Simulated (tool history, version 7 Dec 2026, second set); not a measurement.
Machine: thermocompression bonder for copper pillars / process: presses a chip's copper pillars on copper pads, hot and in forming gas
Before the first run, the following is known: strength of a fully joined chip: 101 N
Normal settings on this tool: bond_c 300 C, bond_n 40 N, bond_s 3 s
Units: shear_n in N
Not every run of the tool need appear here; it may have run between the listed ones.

run    day  bond_c  bond_n  bond_s  shear_n
  1      0     300      40       3     46.4
  2  0.433     300      36       3     42.9
  3  1.121     300      36       3     42.6
  4  1.829     300      36       3     42.8
  5  2.633     300      36       3     41.5
  6  3.233     300      36       3     41.5
  7  3.758     280      51       3     37.1
  8  4.375     280      51       3     38.2
  9  4.958     280      51       3     37.3
     5.567  -- forming gas filter changed
 10  5.671     280      51       3     40.7
 11  6.371     300      40       3     47.8
 12  6.858     300      40       3       48

Each row is a separate what-if for the run after 12, all from the same tool condition, not one after another. Results?
  A  7.533     295      57       4        ?
  B  7.533     271      40       3        ?
  C  7.533     300      45       3        ?
  D  7.533     298      57       7        ?

run  shear_n
  A     58.2
  B     30.2
  C     50.3
  D     70.7
The same runs, with their run-to-run variation unchanged, on a tool lacking any hidden condition would have given:
run  shear_n
  A     61.8
  B     32.8
  C     53.6
  D     74.3

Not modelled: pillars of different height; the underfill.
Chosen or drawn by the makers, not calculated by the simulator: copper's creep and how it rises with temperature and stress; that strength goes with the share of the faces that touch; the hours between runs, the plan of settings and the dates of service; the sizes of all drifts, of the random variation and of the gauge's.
